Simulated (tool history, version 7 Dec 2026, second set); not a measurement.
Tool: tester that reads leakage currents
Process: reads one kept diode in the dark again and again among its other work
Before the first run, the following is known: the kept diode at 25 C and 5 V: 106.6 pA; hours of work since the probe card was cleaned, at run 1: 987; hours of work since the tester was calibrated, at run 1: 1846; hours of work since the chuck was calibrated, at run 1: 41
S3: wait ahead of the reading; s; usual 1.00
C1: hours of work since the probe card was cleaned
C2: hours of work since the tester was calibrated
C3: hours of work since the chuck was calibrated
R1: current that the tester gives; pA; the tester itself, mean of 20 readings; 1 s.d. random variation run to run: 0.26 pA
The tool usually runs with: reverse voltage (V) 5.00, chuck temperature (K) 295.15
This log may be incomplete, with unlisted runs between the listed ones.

{"run": 1, "hour": 0.0, "reverse voltage (V)": 5.0, "chuck temperature (K)": 295.15, "S3": 1.0, "C1": 987, "C2": 1846, "C3": 41, "R1": 85.84}
{"run": 2, "hour": 173.6, "reverse voltage (V)": 5.0, "chuck temperature (K)": 295.15, "S3": 1.0, "C1": 1073, "C2": 1932, "C3": 127, "R1": 87.14}
{"run": 3, "hour": 337.9, "reverse voltage (V)": 6.84, "chuck temperature (K)": 295.15, "S3": 1.0, "C1": 1155, "C2": 2013, "C3": 208, "R1": 98.39}
{"hour": 394.3, "done": "probe card cleaned and baked"}
{"run": 4, "hour": 526.6, "reverse voltage (V)": 5.0, "chuck temperature (K)": 328.15, "S3": 1.0, "C1": 65, "C2": 2105, "C3": 300, "R1": 1095.49}
{"run": 5, "hour": 683.1, "reverse voltage (V)": 5.0, "chuck temperature (K)": 328.15, "S3": 1.0, "C1": 143, "C2": 2183, "C3": 378, "R1": 1113.4}
{"run": 6, "hour": 853.1, "reverse voltage (V)": 12.72, "chuck temperature (K)": 295.15, "S3": 1.0, "C1": 227, "C2": 2267, "C3": 462, "R1": 123.69}
{"run": 7, "hour": 960.6, "reverse voltage (V)": 12.72, "chuck temperature (K)": 295.15, "S3": 1.0, "C1": 280, "C2": 2320, "C3": 515, "R1": 125.44}
{"run": 8, "hour": 1131.5, "reverse voltage (V)": 12.72, "chuck temperature (K)": 295.15, "S3": 1.0, "C1": 365, "C2": 2404, "C3": 599, "R1": 127.89}
{"run": 9, "hour": 1277.9, "reverse voltage (V)": 5.0, "chuck temperature (K)": 308.15, "S3": 1.0, "C1": 437, "C2": 2477, "C3": 672, "R1": 268.98}
{"run": 10, "hour": 1416.2, "reverse voltage (V)": 5.0, "chuck temperature (K)": 295.15, "S3": 0.32, "C1": 505, "C2": 2545, "C3": 740, "R1": 97.36}
{"run": 11, "hour": 1571.2, "reverse voltage (V)": 1.7, "chuck temperature (K)": 295.15, "S3": 0.32, "C1": 582, "C2": 2622, "C3": 817, "R1": 68.73}
{"run": 12, "hour": 1698.2, "reverse voltage (V)": 5.0, "chuck temperature (K)": 295.15, "S3": 1.0, "C1": 645, "C2": 2685, "C3": 880, "R1": 98.36}
{"hour": 1748.3, "done": "tester calibrated"}
{"run": 13, "hour": 1815.1, "reverse voltage (V)": 5.0, "chuck temperature (K)": 295.15, "S3": 1.0, "C1": 702, "C2": 33, "C3": 936, "R1": 98.72}
{"run": 14, "hour": 1993.7, "reverse voltage (V)": 5.0, "chuck temperature (K)": 295.15, "S3": 1.0, "C1": 790, "C2": 121, "C3": 1025, "R1": 100.68}
{"hour": 2086.6, "done": "chuck's temperature calibrated"}
{"run": 15, "hour": 2137.8, "reverse voltage (V)": 5.0, "chuck temperature (K)": 295.15, "S3": 1.0, "C1": 860, "C2": 192, "C3": 25, "R1": 84.09}
{"run": 16, "hour": 2250.8, "reverse voltage (V)": 5.0, "chuck temperature (K)": 295.15, "S3": 1.0, "C1": 916, "C2": 248, "C3": 81, "R1": 85.36}
{"run": 17, "hour": 2421.0, "reverse voltage (V)": 5.0, "chuck temperature (K)": 305.15, "S3": 1.0, "C1": 1000, "C2": 332, "C3": 165, "R1": 194.7}
{"run": 18, "hour": 2566.6, "reverse voltage (V)": 5.0, "chuck temperature (K)": 295.15, "S3": 1.0, "C1": 1072, "C2": 404, "C3": 237, "R1": 87.76}
{"run": 19, "hour": 2667.0, "reverse voltage (V)": 14.99, "chuck temperature (K)": 295.15, "S3": 0.84, "C1": 1122, "C2": 453, "C3": 287, "R1": 129.45}
{"run": 20, "hour": 2773.7, "reverse voltage (V)": 5.0, "chuck temperature (K)": 293.15, "S3": 1.0, "C1": 1175, "C2": 506, "C3": 340, "R1": 75.83}
{"hour": 2793.2, "done": "probe card cleaned and baked"}
{"run": 21, "hour": 2873.6, "reverse voltage (V)": 5.0, "chuck temperature (K)": 293.15, "S3": 1.0, "C1": 40, "C2": 554, "C3": 388, "R1": 74.8}
{"run": 22, "hour": 3019.8, "reverse voltage (V)": 16.27, "chuck temperature (K)": 313.15, "S3": 1.6, "C1": 112, "C2": 626, "C3": 460, "R1": 551.26}
{"run": 23, "hour": 3146.8, "reverse voltage (V)": 5.0, "chuck temperature (K)": 315.15, "S3": 1.0, "C1": 175, "C2": 689, "C3": 523, "R1": 440.51}
{"run": 24, "hour": 3329.5, "reverse voltage (V)": 5.0, "chuck temperature (K)": 315.15, "S3": 1.0, "C1": 265, "C2": 780, "C3": 613, "R1": 447.59}
{"run": 25, "hour": 3486.1, "reverse voltage (V)": 7.79, "chuck temperature (K)": 303.15, "S3": 8.54, "C1": 343, "C2": 857, "C3": 691, "R1": 207.0}
{"run": 26, "hour": 3656.8, "reverse voltage (V)": 1.76, "chuck temperature (K)": 316.15, "S3": 1.74, "C1": 427, "C2": 941, "C3": 775, "R1": 352.06}
{"run": 27, "hour": 3749.2, "reverse voltage (V)": 13.16, "chuck temperature (K)": 295.15, "S3": 1.0, "C1": 473, "C2": 987, "C3": 821, "R1": 133.61}
{"run": 28, "hour": 3844.6, "reverse voltage (V)": 13.16, "chuck temperature (K)": 295.15, "S3": 1.0, "C1": 520, "C2": 1034, "C3": 868, "R1": 133.97}
{"run": 29, "hour": 3962.9, "reverse voltage (V)": 17.48, "chuck temperature (K)": 313.15, "S3": 3.06, "C1": 579, "C2": 1093, "C3": 926, "R1": 605.45}
{"run": 30, "hour": 4124.9, "reverse voltage (V)": 17.48, "chuck temperature (K)": 313.15, "S3": 3.06, "C1": 659, "C2": 1173, "C3": 1007, "R1": 612.92}
{"hour": 4251.8, "done": "chuck's temperature calibrated"}
{"run": 31, "hour": 4260.1, "reverse voltage (V)": 5.0, "chuck temperature (K)": 323.15, "S3": 0.63, "C1": 725, "C2": 1239, "C3": 4, "R1": 727.47}
{"run": 32, "hour": 4440.3, "reverse voltage (V)": 6.68, "chuck temperature (K)": 299.15, "S3": 0.97, "C1": 814, "C2": 1328, "C3": 93, "R1": 130.49}
{"run": 33, "hour": 4612.0, "reverse voltage (V)": 5.0, "chuck temperature (K)": 303.15, "S3": 2.1, "C1": 899, "C2": 1413, "C3": 178, "R1": 165.62}
{"run": 34, "hour": 4714.6, "reverse voltage (V)": 5.0, "chuck temperature (K)": 303.15, "S3": 2.1, "C1": 949, "C2": 1464, "C3": 229, "R1": 167.37}
{"run": 35, "hour": 4905.4, "reverse voltage (V)": 1.53, "chuck temperature (K)": 297.15, "S3": 5.02, "C1": 1044, "C2": 1558, "C3": 323, "R1": 70.56}

Consider 3 possible next runs. They are alternatives, not a sequence: every one starts from the tool as it was left by run 35. What does each give?
{"run": "A", "hour": 5050.6, "reverse voltage (V)": 6.94, "chuck temperature (K)": 303.15, "S3": 0.83, "C1": 1115, "C2": 1630, "C3": 395, "R1": "?"}
{"run": "B", "hour": 5050.6, "reverse voltage (V)": 1.53, "chuck temperature (K)": 318.15, "S3": 5.02, "C1": 1115, "C2": 1630, "C3": 395, "R1": "?"}
{"run": "C", "hour": 5050.6, "reverse voltage (V)": 5.0, "chuck temperature (K)": 305.15, "S3": 1.0, "C1": 1115, "C2": 1630, "C3": 395, "R1": "?"}

run=A R1=191.96
run=B R1=368.84
run=C R1=202.35
Without the tool's hidden state the same runs would have given:
run=A R1=179.52
run=B R1=349.99
run=C R1=190.02

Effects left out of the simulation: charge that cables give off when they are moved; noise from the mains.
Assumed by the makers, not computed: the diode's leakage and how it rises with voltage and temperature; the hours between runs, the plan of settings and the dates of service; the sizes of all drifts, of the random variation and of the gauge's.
